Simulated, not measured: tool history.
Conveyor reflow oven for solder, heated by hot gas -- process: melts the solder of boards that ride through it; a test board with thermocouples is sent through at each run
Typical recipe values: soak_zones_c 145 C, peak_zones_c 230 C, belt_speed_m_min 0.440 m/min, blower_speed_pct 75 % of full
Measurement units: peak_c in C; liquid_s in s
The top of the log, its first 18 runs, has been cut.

run,hour,soak_zones_c,peak_zones_c,belt_speed_m_min,blower_speed_pct,peak_c,liquid_s
19,287.5,145,230,0.512,62,208.0,46.3
20,296.7,134,230,0.405,79,216.8,65.7
21,306.6,134,230,0.405,79,216.6,64.2
22,329.3,134,230,0.405,79,216.9,64.7
# hour 335.7: flux residue cleaned out of gas plates and filters
23,346.2,134,230,0.405,79,218.0,66.4
24,366.5,145,222,0.440,75,209.9,57.5
25,384.4,139,221,0.528,65,200.0,34.0
26,403.8,139,221,0.465,71,205.9,47.8
27,421.9,145,221,0.440,63,207.1,54.4
28,442.1,140,237,0.364,64,226.1,83.7
29,461.6,140,237,0.364,64,225.9,83.5
30,475.2,139,230,0.440,64,213.7,57.8
31,493.5,159,241,0.505,61,222.2,64.6

Each row is a separate what-if for the run after 31, all from the same tool condition, not one after another. Results?
A,511.2,146,221,0.392,61,?,?
B,511.2,153,241,0.484,61,?,?
C,511.2,159,219,0.480,57,?,?
D,511.2,132,229,0.440,75,?,?

run,peak_c,liquid_s
A,210.4,66.8
B,222.1,63.4
C,204.9,53.1
D,213.3,55.9
With no hidden state in the tool, these same runs would have given:
run,peak_c,liquid_s
A,208.9,65.1
B,220.8,62.4
C,203.6,51.6
D,212.0,54.7
